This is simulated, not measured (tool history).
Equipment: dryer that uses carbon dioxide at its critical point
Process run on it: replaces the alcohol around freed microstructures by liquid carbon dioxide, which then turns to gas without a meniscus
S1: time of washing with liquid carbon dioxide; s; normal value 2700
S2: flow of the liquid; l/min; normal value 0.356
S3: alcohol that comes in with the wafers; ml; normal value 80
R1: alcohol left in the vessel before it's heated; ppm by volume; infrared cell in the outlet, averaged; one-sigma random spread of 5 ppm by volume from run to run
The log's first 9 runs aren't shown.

run   hour    S1     S2   S3    R1
 10   69.6  2700  0.379   80   103
 11   76.1  2700  0.379   80   108
 12   86.1  2700  0.379   80   120
 13   90.8  2700  0.379   80   115
 14   99.6  2700  0.379   80   118
 15  109.6  2700  0.379   80   114
 16  115.3  2700  0.586   80    79
 17  122.1  2700  0.586   80    74
 18  133.0  2700  0.356  120   171
 19  138.2  2700  0.356  120   175
 20  145.3  2700  0.356  120   158
 21  155.9  1920  0.253   73  1464
 22  164.3  2400  0.356   70   194
 23  172.7  2400  0.576   62    88
 24  177.2  1860  0.356   80   541
 25  183.1  1860  0.356   80   531
 26  191.5  1860  0.260   32   696
     196.1  -- inlet filter changed
 27  201.3  1980  0.440   28   115
 28  209.2  2700  0.356  108   135
 29  214.2  1680  0.278   24   465
 30  219.3  1680  0.225   24   803
 31  224.8  1680  0.225   24   822
 32  230.2  2700  0.560   80    92
 33  237.9  2700  0.560   80    94
 34  244.0  2700  0.560   80    97

Alternative continuations, all from the tool just after run 34; predict every row:
  A  251.3  2700  0.511  80   ?
  B  251.3  2700  0.232  80   ?
  C  251.3  3660  0.371  27   ?
  D  251.3  2400  0.356  80   ?

run   R1
  A  101
  B  460
  C   96
  D  172
Without the tool's unlogged condition, the same runs would have read:
run   R1
  A    8
  B  361
  C    3
  D   77
